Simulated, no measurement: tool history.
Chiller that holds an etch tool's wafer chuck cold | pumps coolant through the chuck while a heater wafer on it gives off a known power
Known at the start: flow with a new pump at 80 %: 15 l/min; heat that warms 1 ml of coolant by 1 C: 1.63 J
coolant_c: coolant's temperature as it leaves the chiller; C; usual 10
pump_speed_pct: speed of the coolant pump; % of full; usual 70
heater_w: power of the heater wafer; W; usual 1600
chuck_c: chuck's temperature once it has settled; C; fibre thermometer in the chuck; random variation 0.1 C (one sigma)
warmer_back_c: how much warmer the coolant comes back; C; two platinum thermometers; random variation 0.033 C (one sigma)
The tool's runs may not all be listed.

Run 1, day 0.000: usual settings. Result: chuck_c 27.3 C, warmer_back_c 4.63 C.
Run 2, day 1.358: usual settings. Result: chuck_c 27.5 C, warmer_back_c 4.63 C.
Run 3, day 2.679: usual settings but heater_w 1400 W. Result: chuck_c 25.4 C, warmer_back_c 4.06 C.
Run 4, day 3.808: usual settings but heater_w 1400 W. Result: chuck_c 25.3 C, warmer_back_c 4.03 C.
Run 5, day 4.842: usual settings but coolant_c 17 C, heater_w 1400 W. Result: chuck_c 32.3 C, warmer_back_c 4.10 C.
Run 6, day 6.033: usual settings but coolant_c 17 C, heater_w 1400 W. Result: chuck_c 32.3 C, warmer_back_c 4.07 C.
Run 7, day 6.746: usual settings but coolant_c 17 C, heater_w 1400 W. Result: chuck_c 32.4 C, warmer_back_c 4.04 C.
Run 8, day 8.050: usual settings. Result: chuck_c 27.5 C, warmer_back_c 4.61 C.
Run 9, day 9.162: usual settings but pump_speed_pct 93 % of full. Result: chuck_c 23.3 C, warmer_back_c 3.34 C.
Run 10, day 9.738: usual settings but pump_speed_pct 93 % of full. Result: chuck_c 23.2 C, warmer_back_c 3.37 C.
Run 11, day 11.138: usual settings but coolant_c 0 C, pump_speed_pct 69 % of full, heater_w 1029 W. Result: chuck_c 11.8 C, warmer_back_c 3.05 C.
Run 12, day 12.471: usual settings but coolant_c 7 C, pump_speed_pct 89 % of full. Result: chuck_c 20.9 C, warmer_back_c 3.55 C.
Run 13, day 13.171: usual settings but coolant_c 19 C, pump_speed_pct 99 % of full. Result: chuck_c 31.6 C, warmer_back_c 3.16 C.
Run 14, day 14.117: usual settings but pump_speed_pct 74 % of full, heater_w 1290 W. Result: chuck_c 23.6 C, warmer_back_c 3.52 C.
Run 15, day 15.083: usual settings but coolant_c 12 C. Result: chuck_c 29.7 C, warmer_back_c 4.68 C.
Run 16, day 16.346: usual settings but pump_speed_pct 68 % of full, heater_w 2078 W. Result: chuck_c 33.7 C, warmer_back_c 6.22 C.
Run 17, day 17.471: usual settings but pump_speed_pct 68 % of full, heater_w 2078 W. Result: chuck_c 33.7 C, warmer_back_c 6.18 C.

Taken out of this log: 1 entry between the listed runs. Where each belongs, and how the hidden state differs across it:
Between runs 8 and 9: chiller's thermometer calibrated (day 9.162)
  heat passed by the chuck's channels, % of clean ones': 97.6 -> 97.5; coolant's true temperature over the reading, C: -0.24 -> 0.04
  measured less the result without the state, chuck_c: +0.3 -> +0.5 C; warmer_back_c: +0.07 -> +0.05 C
